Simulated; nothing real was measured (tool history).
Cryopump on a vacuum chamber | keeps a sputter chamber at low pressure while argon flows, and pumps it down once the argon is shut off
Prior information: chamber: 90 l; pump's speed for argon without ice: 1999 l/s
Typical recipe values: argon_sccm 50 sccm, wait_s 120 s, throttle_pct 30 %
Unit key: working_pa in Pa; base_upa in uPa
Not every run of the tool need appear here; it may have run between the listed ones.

run	hour	argon_sccm	wait_s	throttle_pct	working_pa	base_upa
1	0.0	50	120	30	0.1460	1.06
2	86.1	50	120	30	0.1477	1.15
3	156.4	50	37	30	0.1493	1.98
4	241.0	50	37	30	0.1496	2.06
5	353.7	50	122	30	0.1512	1.36
6	433.8	67	120	30	0.2033	1.42
7	513.7	50	120	30	0.1522	1.51
8	574.0	50	120	30	0.1528	1.56
9	668.8	50	169	30	0.1553	1.53
10	728.7	50	169	30	0.1550	1.55
11	801.9	50	120	30	0.1572	1.75
12	914.9	50	120	30	0.1582	1.95
# hour 1012.6: pump warmed up, emptied and cooled again
13	1013.1	50	118	30	0.1425	1.50
14	1067.6	50	118	30	0.1426	1.58
# hour 1092.2: leaking fittings of the chamber tightened, without venting
15	1129.5	50	120	24	0.1775	0.59
16	1244.0	50	120	24	0.1790	0.63
17	1331.9	50	120	24	0.1785	0.67
18	1402.2	50	120	24	0.1798	0.72
19	1476.4	50	120	24	0.1802	0.72
20	1573.0	50	120	24	0.1819	0.86
21	1683.9	55	123	19	0.2509	0.91
22	1782.8	86	138	25	0.3053	0.93
23	1866.8	21	40	35	0.0546	1.80

Run 24, settings as shown, results not yet in. Your forecast:
24	1916.6	55	36	22	?	?

working_pa: 0.2216 Pa
base_upa: 1.91 uPa
With no hidden state in the tool, this same run would have given working_pa 0.2113 Pa, base_upa 1.34 uPa.

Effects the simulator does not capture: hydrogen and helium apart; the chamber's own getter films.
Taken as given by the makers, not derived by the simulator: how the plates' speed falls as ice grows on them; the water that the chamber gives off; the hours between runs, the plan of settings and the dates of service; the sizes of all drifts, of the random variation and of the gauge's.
